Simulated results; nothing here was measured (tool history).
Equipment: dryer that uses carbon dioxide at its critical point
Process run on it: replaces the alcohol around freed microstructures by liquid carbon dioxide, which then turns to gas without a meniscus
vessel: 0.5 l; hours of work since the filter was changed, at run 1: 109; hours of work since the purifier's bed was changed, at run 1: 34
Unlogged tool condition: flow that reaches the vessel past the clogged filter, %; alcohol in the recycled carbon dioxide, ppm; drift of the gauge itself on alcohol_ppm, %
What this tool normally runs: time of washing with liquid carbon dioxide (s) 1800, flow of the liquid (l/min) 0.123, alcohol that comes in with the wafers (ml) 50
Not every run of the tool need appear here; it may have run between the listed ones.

run,hour,time of washing with liquid carbon dioxide (s),flow of the liquid (l/min),alcohol that comes in with the wafers (ml),hours of work since the filter was changed,hours of work since the purifier's bed was changed,alcohol left in the vessel before it's heated (ppm by volume)
1,0.0,1800,0.123,50,109,34,188
2,22.2,1800,0.123,50,118,43,197
3,43.2,1800,0.123,50,127,51,197
4,69.3,1800,0.090,50,137,62,1191
5,83.8,1800,0.090,50,143,67,1162
6,110.9,1800,0.090,50,154,78,1164
7,128.5,1800,0.123,104,161,85,425
8,155.5,1800,0.123,104,172,96,432
9,174.9,1800,0.123,104,180,104,442
10,187.3,1800,0.123,104,185,109,446
11,213.2,1800,0.123,50,195,120,237
12,231.6,1800,0.123,50,203,127,237
13,251.7,1800,0.123,50,211,135,244
14,266.1,1800,0.123,50,217,141,246
15,288.9,1800,0.123,50,226,150,251
16,303.0,1800,0.123,50,232,156,249
17,328.1,1260,0.158,57,242,166,460
18,349.4,1260,0.158,57,250,175,450
19,366.2,1260,0.158,57,257,181,453
20,384.2,1260,0.158,57,264,189,473
21,405.8,1800,0.104,75,273,197,1046
22,426.7,2700,0.128,75,281,206,42
23,454.3,2700,0.128,75,293,217,42
24,469.2,1800,0.153,50,299,223,80
25,489.6,1800,0.158,38,307,231,63
26,510.6,1740,0.145,50,315,240,138
27,531.8,2100,0.126,38,324,248,101
28,554.7,2100,0.126,38,333,257,93
29,575.7,2100,0.126,38,342,266,96

Hidden state or all else? Some run-to-run changes of alcohol left in the vessel before it's heated (ppm by volume), split into what the settings, what came in and random variation would give without the hidden state, and what is left for the hidden state (with any gauge scatter that isn't in both results):
Run 3 -> 4: flow of the liquid (l/min) 0.123 -> 0.090. alcohol left in the vessel before it's heated (ppm by volume) +994: hidden state +174, all else +820.
Run 20 -> 21: time of washing with liquid carbon dioxide (s) 1260 -> 1800, flow of the liquid (l/min) 0.158 -> 0.104, alcohol that comes in with the wafers (ml) 57 -> 75. alcohol left in the vessel before it's heated (ppm by volume) +573: hidden state +210, all else +363.
Run 21 -> 22: time of washing with liquid carbon dioxide (s) 1800 -> 2700, flow of the liquid (l/min) 0.104 -> 0.128. alcohol left in the vessel before it's heated (ppm by volume) -1004: hidden state -380, all else -624.
